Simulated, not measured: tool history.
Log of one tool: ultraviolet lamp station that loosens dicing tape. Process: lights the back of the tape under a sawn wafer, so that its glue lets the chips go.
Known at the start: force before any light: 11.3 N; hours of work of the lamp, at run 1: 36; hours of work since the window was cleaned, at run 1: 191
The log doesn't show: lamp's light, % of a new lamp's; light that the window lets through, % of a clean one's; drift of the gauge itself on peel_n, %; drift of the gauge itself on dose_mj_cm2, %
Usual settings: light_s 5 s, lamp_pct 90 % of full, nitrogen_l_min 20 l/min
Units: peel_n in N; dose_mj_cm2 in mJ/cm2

run	day	light_s	lamp_pct	nitrogen_l_min	hours of work of the lamp	hours of work since the window was cleaned	peel_n	dose_mj_cm2
1	0	5	90	20	36	191	0.331	257
2	1.942	5	90	20	60	215	0.337	250
3	5.162	5	90	20	100	255	0.352	241
4	7.629	5	90	20	130	285	0.356	241
5	10.512	5	90	20	166	321	0.383	237
6	12.267	5	90	20	187	343	0.381	232
7	14.429	5	90	20	214	369	0.389	229
# day 14.879: window cleaned of glue's vapour
8	17.375	5	90	20	250	31	0.418	224
9	20.858	5	90	20	293	74	0.422	214
10	23.512	5	90	20	326	107	0.432	211
11	25.962	5	90	20	356	137	0.474	208
12	27.75	5	90	20	378	159	0.464	201
13	29.825	5	90	20	404	185	0.49	199
14	31.846	5	90	20	429	210	0.489	194
# day 34.712: window cleaned of glue's vapour, once more
15	36.088	5	92	20	481	17	0.379	237
16	40.15	5	90	20	531	67	0.396	225
17	42.517	5	90	20	561	96	0.391	215
18	44.479	5	90	20	585	121	0.407	213
19	48.633	5	90	20	636	172	0.465	209
20	50.529	7	90	10	660	195	0.35	287
21	53.429	7	83	25	695	231	0.304	260
22	55.925	5	90	20	726	262	0.513	196
# day 57: lamp changed
23	58.904	5	85	34	24	298	0.326	233
24	61.533	6	85	20	56	331	0.296	274
# day 65: window cleaned of glue's vapour
25	65	8	65	29	99	0	0.271	300
26	68.138	8	84	11	137	39	0.264	378
27	71.238	9	90	19	176	77	0.229	448
28	75.471	5	64	20	228	129	0.671	172
29	79.504	9	88	15	278	179	0.243	406
30	81.892	9	88	15	307	209	0.252	403
31	84.258	6	61	8	337	238	0.925	182
32	87.346	6	61	8	375	276	0.953	177
33	91.467	5	100	20	426	327	0.35	240

The same runs without the tool's hidden state, with the same run-to-run variation:
run	peel_n	dose_mj_cm2
1	0.307	274
2	0.307	271
3	0.311	267
4	0.308	272
5	0.322	273
6	0.313	270
7	0.311	271
8	0.313	275
9	0.3	271
10	0.298	272
11	0.316	274
12	0.301	269
13	0.312	271
14	0.3	269
15	0.31	279
16	0.302	274
17	0.29	268
18	0.291	269
19	0.318	272
20	0.266	379
21	0.253	351
22	0.316	270
23	0.291	258
24	0.266	310
25	0.265	314
26	0.257	405
27	0.228	491
28	0.525	194
29	0.238	473
30	0.246	477
31	0.63	219
32	0.62	219
33	0.269	305

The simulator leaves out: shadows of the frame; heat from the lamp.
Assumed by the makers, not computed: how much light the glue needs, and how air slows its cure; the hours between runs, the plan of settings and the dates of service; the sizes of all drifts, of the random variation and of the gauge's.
